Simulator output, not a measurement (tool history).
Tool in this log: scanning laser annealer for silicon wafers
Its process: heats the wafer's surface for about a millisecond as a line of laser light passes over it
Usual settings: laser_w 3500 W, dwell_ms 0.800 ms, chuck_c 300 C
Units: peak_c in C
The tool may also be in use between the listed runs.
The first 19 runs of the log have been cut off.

run	hour	laser_w	dwell_ms	chuck_c	hours of work since the window was cleaned	hours of work since the power meter was calibrated	hours of work since the optics were aligned	peak_c
20	189.8	3500	0.961	300	216	190	1445	1111
21	197.2	3786	0.961	295	220	193	1448	1189
22	210.7	3500	0.714	300	227	200	1455	998
23	222.4	3214	0.714	332	233	206	1461	961
24	231.7	3214	0.711	340	238	211	1466	968
25	244.0	3456	0.852	308	244	218	1473	1058
26	256.6	3646	0.632	300	251	224	1479	984
27	264.2	3646	0.632	300	254	228	1483	987
28	271.4	3646	0.632	300	258	232	1487	987
# hour 284.4: optics aligned, line set to its width
29	289.0	3500	0.800	324	265	238	2	1066
30	294.8	3500	0.800	324	268	241	5	1066
31	302.8	3589	0.800	288	272	245	9	1053
32	309.1	3488	0.800	284	275	248	13	1022
33	322.0	3311	0.800	284	282	255	19	976
34	331.8	3311	0.800	284	287	260	24	978
35	342.6	3311	0.800	284	292	266	30	978
36	353.0	3281	0.803	301	298	271	35	983
37	367.2	3281	0.803	301	305	278	43	985
38	380.8	3638	0.803	337	312	285	50	1115
39	390.4	3198	0.688	272	317	290	55	883
40	404.3	3198	0.688	272	324	297	62	881

Consider 5 possible next runs. They are alternatives, not a sequence: every one starts from the tool as it was left by run 40. What does each give?
A	417.8	3722	0.828	331	331	304	69	?
B	417.8	3370	0.610	300	331	304	69	?
C	417.8	3773	0.609	272	331	304	69	?
D	417.8	3369	0.866	306	331	304	69	?
E	417.8	3330	0.794	287	331	304	69	?

run	peak_c
A	1140
B	914
C	973
D	1041
E	977
With the hidden condition removed and each run's random variation left untouched, the same runs would have given:
run	peak_c
A	1190
B	952
C	1017
D	1087
E	1020

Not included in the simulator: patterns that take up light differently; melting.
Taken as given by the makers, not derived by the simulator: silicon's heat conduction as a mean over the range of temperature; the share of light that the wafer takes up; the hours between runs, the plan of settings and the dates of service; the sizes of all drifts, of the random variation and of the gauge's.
